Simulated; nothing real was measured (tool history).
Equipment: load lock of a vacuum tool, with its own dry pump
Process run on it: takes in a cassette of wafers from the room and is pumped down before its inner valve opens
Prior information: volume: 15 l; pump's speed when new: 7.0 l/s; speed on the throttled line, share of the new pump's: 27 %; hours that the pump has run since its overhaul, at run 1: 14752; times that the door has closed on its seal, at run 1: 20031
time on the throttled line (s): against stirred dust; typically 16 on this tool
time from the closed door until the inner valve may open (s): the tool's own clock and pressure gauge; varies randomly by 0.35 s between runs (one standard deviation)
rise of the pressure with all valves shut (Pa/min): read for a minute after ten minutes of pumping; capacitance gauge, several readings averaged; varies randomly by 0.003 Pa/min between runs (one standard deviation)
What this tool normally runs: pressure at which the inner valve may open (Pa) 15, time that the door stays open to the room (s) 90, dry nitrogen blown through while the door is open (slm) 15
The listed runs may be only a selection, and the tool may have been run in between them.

| run | hour | time on the throttled line (s) | pressure at which the inner valve may open (Pa) | time that the door stays open to the room (s) | dry nitrogen blown through while the door is open (slm) | hours that the pump has run since its overhaul | times that the door has closed on its seal | incoming humidity of the room's air, % | time from the closed door until the inner valve may open (s) | rise of the pressure with all valves shut (Pa/min) |
|---|---|---|---|---|---|---|---|---|---|---|
| 1 | 0 | 16 | 15 | 90 | 15 | 14752 | 20031 | 42.6 | 35.8 | 0.154 |
| 2 | 202.3 | 16 | 15 | 90 | 12 | 14954 | 20468 | 44.3 | 35.1 | 0.156 |
| 3 | 416.8 | 16 | 15 | 90 | 12 | 15169 | 20931 | 43.9 | 35.5 | 0.161 |
| 4 | 672.8 | 16 | 15 | 90 | 15 | 15425 | 21484 | 43.6 | 34.7 | 0.164 |
| 5 | 830.4 | 16 | 15 | 90 | 15 | 15582 | 21824 | 47.4 | 35.8 | 0.178 |
| 6 | 1019.2 | 16 | 15 | 90 | 15 | 15771 | 22232 | 43.5 | 35.5 | 0.172 |
| 7 | 1358.7 | 16 | 15 | 90 | 15 | 16111 | 22965 | 45.6 | 35.4 | 0.18 |
| 8 | 1579.4 | 15 | 13 | 52 | 17 | 16331 | 23441 | 44.2 | 36.1 | 0.181 |
|  | 1624.7 | dry pump taken out, an overhauled one fitted |
| 9 | 1783.7 | 29 | 11 | 239 | 35 | 159 | 23870 | 46.3 | 40.2 | 0.195 |
| 10 | 1923.8 | 16 | 15 | 90 | 20 | 299 | 24172 | 44.5 | 30.9 | 0.185 |
| 11 | 2214 | 16 | 15 | 90 | 20 | 589 | 24799 | 47.6 | 30.8 | 0.194 |
| 12 | 2527.6 | 16 | 13 | 90 | 8 | 903 | 25476 | 43.1 | 31.5 | 0.21 |
| 13 | 2746.1 | 16 | 13 | 29 | 12 | 1121 | 25948 | 45 | 30.5 | 0.198 |
| 14 | 2984.1 | 11 | 10 | 144 | 36 | 1359 | 26461 | 42.9 | 28.4 | 0.2 |

Entry by entry between the runs, the difference in hidden state between the last listed run before and the first listed run after:
From run 8 to run 9: dry pump taken out, an overhauled one fitted (hour 1624.7)
  pump's speed, % of a new pump's: 73.4 -> 98.7; leak at the door's seal, Pa l/s: 0.0349 -> 0.0357
  what was measured, less what the result would be without the hidden state, time from the closed door until the inner valve may open (s): +5.6 -> +0.2; rise of the pressure with all valves shut (Pa/min): +0.13 -> +0.137
